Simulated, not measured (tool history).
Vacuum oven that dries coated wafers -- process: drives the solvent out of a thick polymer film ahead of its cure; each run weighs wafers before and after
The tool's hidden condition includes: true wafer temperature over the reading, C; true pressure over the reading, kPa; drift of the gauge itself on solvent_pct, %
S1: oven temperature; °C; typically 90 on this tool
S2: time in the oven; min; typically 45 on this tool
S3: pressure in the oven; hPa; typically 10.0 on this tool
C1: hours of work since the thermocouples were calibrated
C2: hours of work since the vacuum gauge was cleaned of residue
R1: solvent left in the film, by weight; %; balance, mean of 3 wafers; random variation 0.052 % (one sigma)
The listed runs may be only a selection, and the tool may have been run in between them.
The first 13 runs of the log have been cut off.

run   hour   S1  S2    S3    C1   C2    R1
 14  284.6   90  45  28.4  1057  512  3.11
 15  298.4   90  45  10.0  1067  523  1.52
 16  314.5   90  42  10.0  1079  535  1.78
 17  341.8   90  42  10.0  1100  556  1.80
 18  356.1   90  42  10.0  1111  567  1.72
 19  374.1   90  42  10.0  1125  581  1.89
 20  403.5   91  45  35.2  1147  603  3.49
 21  426.7   97  45  23.7  1165  621  1.90
 22  440.6   88  45   7.6  1175  631  1.72
 23  463.7   89  64  15.5  1193  649  1.83
 24  481.8  102  31  24.0  1207  663  1.70
 25  500.0  100  24  10.0  1221  676  1.49
 26  519.4  100  24  10.0  1235  691  1.60
 27  532.7   81  23  24.3  1245  701  7.39
 28  550.2   97  50   5.6  1259  715  0.58
 29  573.7   90  45  10.0  1277  732  1.61
 30  594.3   96  23  12.7  1292  748  2.39
 31  612.1   94  60  12.7  1306  762  1.24
 32  634.4   94  60  20.6  1323  779  1.79
 33  659.0   94  60   9.7  1342  797  1.03
 34  684.7   90  24  10.0  1361  817  3.62
 35  704.8   90  79  10.0  1377  832  1.10
 36  721.0   78  29   5.3  1389  845  5.72
 37  738.3   78  45  10.0  1402  858  4.55

4 ways to go on from here, each from the tool as it stands after run 37. What would each give?
  A  764.7   90  25  16.1  1422  878   ?
  B  764.7   78  35   5.7  1422  878   ?
  C  764.7  100  80  35.1  1422  878   ?
  D  764.7   85  42   5.9  1422  878   ?

run    R1
  A  3.92
  B  5.05
  C  2.35
  D  2.50
What these runs would have given with no unlogged condition in the tool:
run    R1
  A  3.21
  B  4.19
  C  2.05
  D  1.83
